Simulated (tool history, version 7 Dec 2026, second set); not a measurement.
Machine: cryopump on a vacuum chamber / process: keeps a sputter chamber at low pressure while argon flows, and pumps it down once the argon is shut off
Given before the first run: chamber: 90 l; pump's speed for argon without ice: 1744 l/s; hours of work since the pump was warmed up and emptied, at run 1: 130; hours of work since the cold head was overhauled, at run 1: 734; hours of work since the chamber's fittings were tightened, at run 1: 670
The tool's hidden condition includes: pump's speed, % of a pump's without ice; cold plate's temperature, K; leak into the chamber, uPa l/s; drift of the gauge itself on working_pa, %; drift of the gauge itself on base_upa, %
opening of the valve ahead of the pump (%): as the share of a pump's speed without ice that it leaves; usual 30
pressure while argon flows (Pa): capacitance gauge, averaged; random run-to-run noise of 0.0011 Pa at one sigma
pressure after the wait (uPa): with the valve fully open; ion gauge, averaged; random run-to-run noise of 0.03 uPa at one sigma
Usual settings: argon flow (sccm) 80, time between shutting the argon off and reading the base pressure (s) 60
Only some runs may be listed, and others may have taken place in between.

run    hour  argon flow (sccm)  time between shutting the argon off and reading the base pressure (s)  opening of the valve ahead of the pump (%)  hours of work since the pump was warmed up and emptied  hours of work since the cold head was overhauled  hours of work since the chamber's fittings were tightened  pressure while argon flows (Pa)  pressure after the wait (uPa)
  1       0                 80                                                                     60                                          30                                                     130                                               734                                                        670                           0.2642                           1.78
  2    44.4                 80                                                                     60                                          30                                                     150                                               754                                                        690                           0.2669                           1.79
  3    87.1                 80                                                                     23                                          30                                                     170                                               774                                                        710                           0.2671                           3.95
  4   159.5                 45                                                                     60                                          30                                                     203                                               807                                                        743                           0.1511                           1.82
  5   247.1                 45                                                                     60                                          30                                                     243                                               847                                                        783                           0.1508                           1.79
  6   294.4                 45                                                                     60                                          30                                                     264                                               868                                                        805                           0.1521                           1.89
  7   334.5                 45                                                                     60                                          30                                                     283                                               887                                                        823                           0.1529                           1.83
  8   422.2                 45                                                                     60                                          30                                                     323                                               927                                                        863                           0.1549                           1.85
  9   462.7                 45                                                                     60                                          30                                                     341                                               945                                                        881                           0.1549                            1.9
 10   547.9                 45                                                                     60                                          30                                                     380                                               984                                                        920                           0.1564                           1.94
 11   622.6                 45                                                                     60                                          30                                                     414                                              1018                                                        954                           0.1575                           1.97
 12   705.7                 80                                                                     60                                          30                                                     452                                              1056                                                        992                           0.2818                           1.98
 13   745.9                 80                                                                     60                                          30                                                     471                                              1075                                                       1011                           0.2817                           2.02
 14     787                 80                                                                     60                                          30                                                     489                                              1093                                                       1030                            0.285                           2.06
 15   859.5                 80                                                                     60                                          30                                                     523                                              1127                                                       1063                           0.2864                           2.04
 16     921                 80                                                                     60                                          30                                                     551                                              1155                                                       1091                           0.2892                           2.07
 17   998.8                 67                                                                     60                                          30                                                     586                                              1190                                                       1126                           0.2427                           2.14
     1018.7  -- pump warmed up, emptied and cooled again
 18    1075                 99                                                                     60                                          30                                                      26                                              1223                                                       1159                           0.3235                           1.91
 19  1122.7                 99                                                                     60                                          19                                                      47                                              1244                                                       1181                            0.509                            1.9
 20  1221.1                 48                                                                     60                                          30                                                      92                                              1289                                                       1226                           0.1576                           1.86
 21  1304.5                 34                                                                     60                                          30                                                     131                                              1328                                                       1264                           0.1133                           1.93
 22  1380.8                 80                                                                     92                                          30                                                     165                                              1362                                                       1299                           0.2668                           1.53
 23  1461.4                120                                                                     92                                          30                                                     202                                              1399                                                       1335                           0.4022                           1.51
 24  1510.7                 80                                                                     60                                          55                                                     225                                              1422                                                       1358                           0.1514                           2.04
 25  1593.2                 80                                                                     60                                          55                                                     262                                              1459                                                       1396                           0.1536                           2.01
 26  1650.3                 80                                                                    137                                          38                                                     289                                              1486                                                       1422                           0.2179                           1.29
 27  1747.8                 80                                                                    237                                          30                                                     333                                              1530                                                       1466                           0.2754                           1.09
 28  1841.9                139                                                                     23                                          30                                                     376                                              1573                                                       1509                           0.4837                           4.29
 29  1882.6                139                                                                     23                                          30                                                     395                                              1592                                                       1528                           0.4849                           4.37
 30  1966.1                 99                                                                    135                                          21                                                     433                                              1630                                                       1566                           0.4857                           1.42
 31  2027.1                 47                                                                     26                                          56                                                     461                                              1658                                                       1594                           0.0955                           3.98
 32  2086.2                 41                                                                    207                                          46                                                     488                                              1685                                                       1621                           0.0998                           1.28
 33  2128.7                 41                                                                    207                                          46                                                     507                                              1704                                                       1640                           0.0989                           1.29
 34  2185.2                127                                                                    261                                          46                                                     533                                              1730                                                       1666                           0.3124                           1.21

Hidden state at the last listed run before each entry between runs and at the first one after, where it differs:
After run 17, before run 18: pump warmed up, emptied and cooled again (hour 1018.7)
  pump's speed, % of a pump's without ice: 71.1 -> 98.6; cold plate's temperature, K: 12.71 -> 12.72; leak into the chamber, uPa l/s: 901 -> 917
  what was measured, less what the result would be without the hidden state, pressure while argon flows (Pa): +0.0276 -> +0.0028; pressure after the wait (uPa): +0.58 -> +0.38

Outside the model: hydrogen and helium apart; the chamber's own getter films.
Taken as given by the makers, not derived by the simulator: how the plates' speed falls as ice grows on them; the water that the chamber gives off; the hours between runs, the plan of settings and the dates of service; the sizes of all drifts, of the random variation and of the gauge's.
